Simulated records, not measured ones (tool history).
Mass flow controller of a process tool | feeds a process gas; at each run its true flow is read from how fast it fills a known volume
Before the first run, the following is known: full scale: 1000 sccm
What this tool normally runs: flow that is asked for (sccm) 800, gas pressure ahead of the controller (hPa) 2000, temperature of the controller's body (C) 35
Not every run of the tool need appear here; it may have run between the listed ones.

run	hour	flow that is asked for (sccm)	gas pressure ahead of the controller (hPa)	temperature of the controller's body (C)	true flow (%)
1	0.0	800	2000	35	100.48
2	101.9	125	2000	35	103.19
3	232.2	125	2000	35	103.32
4	342.6	800	1720	35	100.31
5	563.3	800	1720	35	100.35
6	747.9	800	1720	35	100.42
7	951.7	800	1720	35	100.40
8	1176.7	800	1720	22	99.34
9	1338.7	800	2000	33	100.54
10	1464.1	800	2000	35	100.53
11	1580.3	800	2000	35	100.61
12	1707.6	800	1480	35	100.32
13	1824.9	136	2000	35	104.17
14	1992.0	136	2000	35	104.39
15	2178.6	600	2000	35	100.37
16	2363.0	600	2000	35	100.41
17	2517.7	800	2000	35	100.56
18	2648.4	800	2000	35	100.60
19	2745.7	800	2000	35	100.71
20	2907.0	800	2000	35	100.64
21	3078.2	800	2000	35	100.78
22	3252.5	800	2000	35	100.84
23	3386.0	800	2000	35	100.70
24	3531.5	800	2340	35	100.89
25	3740.0	148	2000	35	105.10
26	3946.4	148	2000	35	105.33
27	4122.9	800	1980	36	100.88
28	4356.3	800	1980	36	100.88
29	4485.2	800	2030	36	100.84
30	4675.6	800	2030	36	100.89
31	4877.4	800	2030	36	100.98
# hour 4932.3: controller's zero set anew
32	5040.1	800	1550	20	98.02
33	5198.4	800	2000	31	99.01
34	5364.6	174	2000	38	97.89
35	5558.8	174	2000	38	98.03
36	5666.6	174	2000	38	98.12
37	5889.3	174	2000	38	98.23
38	6039.8	174	2000	38	98.29
39	6229.9	800	2000	31	99.02
40	6335.5	142	1430	26	97.42
41	6524.0	142	1430	26	97.66
42	6623.3	865	2390	26	99.04
43	6764.6	314	2000	25	97.64
44	6898.5	314	2000	33	98.20
45	7123.2	314	2000	33	98.15
46	7328.8	314	2000	33	98.38
47	7481.0	257	2150	37	98.88
48	7618.1	363	2750	32	98.62
49	7774.4	363	2750	32	98.74

Forecast each of these 3 alternatives for the next run:
A	7949.0	129	2750	32	?
B	7949.0	223	2750	32	?
C	7949.0	363	2750	25	?

run	true flow (%)
A	99.83
B	99.00
C	98.25
Without the tool's unlogged condition, the same runs would have read:
run	true flow (%)
A	98.01
B	98.41
C	98.32
